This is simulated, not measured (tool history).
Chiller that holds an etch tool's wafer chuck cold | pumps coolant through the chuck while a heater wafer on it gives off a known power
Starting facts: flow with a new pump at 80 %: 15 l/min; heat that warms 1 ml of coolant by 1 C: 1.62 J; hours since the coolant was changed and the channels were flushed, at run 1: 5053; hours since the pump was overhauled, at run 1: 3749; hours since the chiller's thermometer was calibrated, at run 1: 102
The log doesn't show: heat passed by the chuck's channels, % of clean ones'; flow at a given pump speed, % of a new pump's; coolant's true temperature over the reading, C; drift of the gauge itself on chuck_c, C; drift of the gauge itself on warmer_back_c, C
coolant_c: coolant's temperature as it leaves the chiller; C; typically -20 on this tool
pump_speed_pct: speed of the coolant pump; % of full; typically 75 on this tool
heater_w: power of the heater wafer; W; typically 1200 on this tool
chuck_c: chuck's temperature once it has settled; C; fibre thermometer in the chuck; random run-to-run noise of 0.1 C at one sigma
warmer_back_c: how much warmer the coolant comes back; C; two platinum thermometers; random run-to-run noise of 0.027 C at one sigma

run,hour,coolant_c,pump_speed_pct,heater_w,hours since the coolant was changed and the channels were flushed,hours since the pump was overhauled,hours since the chiller's thermometer was calibrated,chuck_c,warmer_back_c
1,0.0,-20,75,1200,5053,3749,102,-8.1,3.42
2,72.7,-20,75,1200,5125,3821,174,-8.3,3.40
3,187.3,-20,75,685,5240,3936,289,-13.2,1.98
4,304.6,-20,75,685,5357,4053,406,-13.0,1.97
5,388.6,-13,75,1200,5441,4137,490,-0.9,3.46
6,480.2,-13,75,1200,5533,4229,582,-1.0,3.42
7,632.6,-17,75,1200,5685,4381,734,-4.8,3.45
8,782.1,-17,66,1200,5835,4531,884,-3.6,3.94
9,913.7,-20,75,1200,5966,4662,1015,-7.6,3.39
10,981.6,-20,75,1200,6034,4730,1083,-7.5,3.40
11,1078.0,-20,75,1200,6131,4827,1180,-7.4,3.50
12,1158.6,-20,97,1200,6211,4907,1260,-9.3,2.64
13,1238.1,-20,75,1200,6291,4987,1340,-7.6,3.46
14,1333.5,-20,75,1200,6386,5082,1435,-7.3,3.48
15,1424.1,-20,75,1200,6477,5173,1526,-7.3,3.49
# hour 1577.1: coolant changed, channels flushed
16,1577.1,-20,75,1302,0,5320,1673,-9.7,3.80
17,1645.8,-20,75,1302,69,5388,1741,-9.6,3.81
18,1802.0,-20,75,1302,225,5545,1898,-9.5,3.85
19,1909.3,-12,62,1420,332,5652,2005,1.2,5.12
20,2006.0,-21,75,1364,429,5749,2102,-9.8,3.99
# hour 2109.8: chiller's thermometer calibrated
21,2131.9,-20,64,878,554,5873,22,-11.7,3.10
22,2243.0,-20,64,878,665,5985,133,-11.9,3.10
23,2357.6,-14,64,744,779,6099,248,-7.1,2.63
24,2471.8,-20,82,986,894,6213,362,-12.1,2.70
25,2607.9,-20,82,986,1030,6349,498,-12.0,2.65
26,2744.7,-20,67,1235,1167,6486,635,-8.8,4.20
27,2901.1,-20,84,1396,1323,6643,791,-8.9,3.72
28,3049.0,-20,84,1396,1471,6791,939,-8.7,3.70
29,3180.2,-14,71,1663,1602,6922,1070,0.9,5.36
30,3318.7,-13,92,1663,1741,7060,1209,-0.1,4.06
31,3433.5,-28,95,1200,1855,7175,1324,-19.1,2.76
32,3504.8,-25,78,1121,1927,7246,1395,-15.1,3.29
33,3645.1,-26,99,1200,2067,7387,1535,-17.1,2.72

Results for each run, recomputed without the tool's hidden state and with each run's random variation untouched:
run,chuck_c,warmer_back_c
1,-10.8,3.21
2,-10.9,3.19
3,-14.7,1.86
4,-14.5,1.84
5,-3.8,3.23
6,-3.9,3.18
7,-7.8,3.20
8,-6.9,3.64
9,-10.8,3.13
10,-10.7,3.13
11,-10.7,3.22
12,-12.2,2.43
13,-11.0,3.17
14,-10.7,3.18
15,-10.8,3.19
16,-10.1,3.46
17,-10.0,3.46
18,-10.0,3.49
19,0.6,4.63
20,-10.4,3.60
21,-12.5,2.79
22,-12.7,2.77
23,-7.8,2.35
24,-12.9,2.41
25,-12.9,2.35
26,-10.0,3.72
27,-10.2,3.29
28,-10.0,3.26
29,-0.9,4.71
30,-1.7,3.56
31,-20.3,2.40
32,-16.5,2.87
33,-18.4,2.37
